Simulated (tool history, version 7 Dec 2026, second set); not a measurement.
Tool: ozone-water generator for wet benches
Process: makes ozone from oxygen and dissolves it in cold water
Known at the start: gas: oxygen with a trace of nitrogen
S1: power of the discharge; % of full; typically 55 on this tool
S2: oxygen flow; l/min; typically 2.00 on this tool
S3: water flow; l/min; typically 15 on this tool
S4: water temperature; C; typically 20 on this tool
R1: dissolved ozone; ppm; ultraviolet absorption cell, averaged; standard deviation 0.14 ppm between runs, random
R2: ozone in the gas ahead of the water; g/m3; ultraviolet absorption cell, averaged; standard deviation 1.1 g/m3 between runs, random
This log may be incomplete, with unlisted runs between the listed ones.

run,hour,S1,S2,S3,S4,R1,R2
1,0.0,55,2.00,15,20,13.6,178.4
2,103.4,55,2.00,15,20,13.9,178.4
3,269.5,55,2.00,15,20,13.5,176.4
4,436.1,55,2.00,15,20,13.7,177.7
5,593.5,55,2.00,15,20,13.6,174.7
6,751.1,55,2.00,15,20,13.7,176.6
7,890.0,55,2.00,15,20,13.7,176.7
8,1038.5,55,2.00,15,20,13.1,175.6
9,1134.6,55,2.00,15,20,13.3,173.7
10,1254.0,55,2.00,15,20,13.2,173.4
11,1375.2,55,2.00,15,20,13.2,172.5
12,1561.0,55,2.00,15,20,13.6,172.2
13,1658.1,55,2.00,15,20,13.3,172.9
14,1843.0,75,2.09,15,20,16.4,200.1
15,2003.2,75,1.60,15,13,15.5,216.1
16,2193.9,54,2.01,16,13,13.1,166.1
17,2321.5,54,2.01,11,14,18.3,167.3
18,2441.1,54,2.01,10,14,19.4,168.0
19,2537.7,71,1.46,9,24,19.6,214.9
20,2700.7,71,1.86,9,24,21.2,195.5
21,2867.4,71,1.86,9,24,21.1,196.4
22,3046.4,71,1.86,9,24,20.8,195.1
23,3142.8,55,2.00,24,18,8.3,164.5
24,3243.8,80,2.00,24,18,9.8,204.0
25,3341.9,55,2.00,11,20,16.4,163.9

The log once held 3 entries between its listed runs, left out of this copy. Where does each go, and what is different about the tool's unlogged condition between the listed run before it and the listed run after it?
Runs 4 to 5: water thermometer calibrated (hour 511.7)
  yield of the discharge, % of new electrodes': 90.2 -> 89.8; contactor's efficiency, % of a clean one's: 93.1 -> 92.7; true water temperature over the reading, C: 0.24 -> 0.33
  the result without the hidden state subtracted from the measured one, R1: -1.7 -> -1.7 ppm; R2: -16.2 -> -16.7 g/m3
Runs 6 to 7: water thermometer calibrated, once more (hour 888.2)
  yield of the discharge, % of new electrodes': 89.4 -> 89.1; contactor's efficiency, % of a clean one's: 92.3 -> 91.9; true water temperature over the reading, C: 0.34 -> -0.04
  the result without the hidden state subtracted from the measured one, R1: -1.8 -> -1.8 ppm; R2: -17.5 -> -18.2 g/m3
Runs 11 to 12: contactor cleaned (hour 1541.9)
  yield of the discharge, % of new electrodes': 87.8 -> 87.3; contactor's efficiency, % of a clean one's: 90.6 -> 99.9; true water temperature over the reading, C: -0.02 -> -0.01
  the result without the hidden state subtracted from the measured one, R1: -2.1 -> -1.6 ppm; R2: -20.3 -> -21.2 g/m3
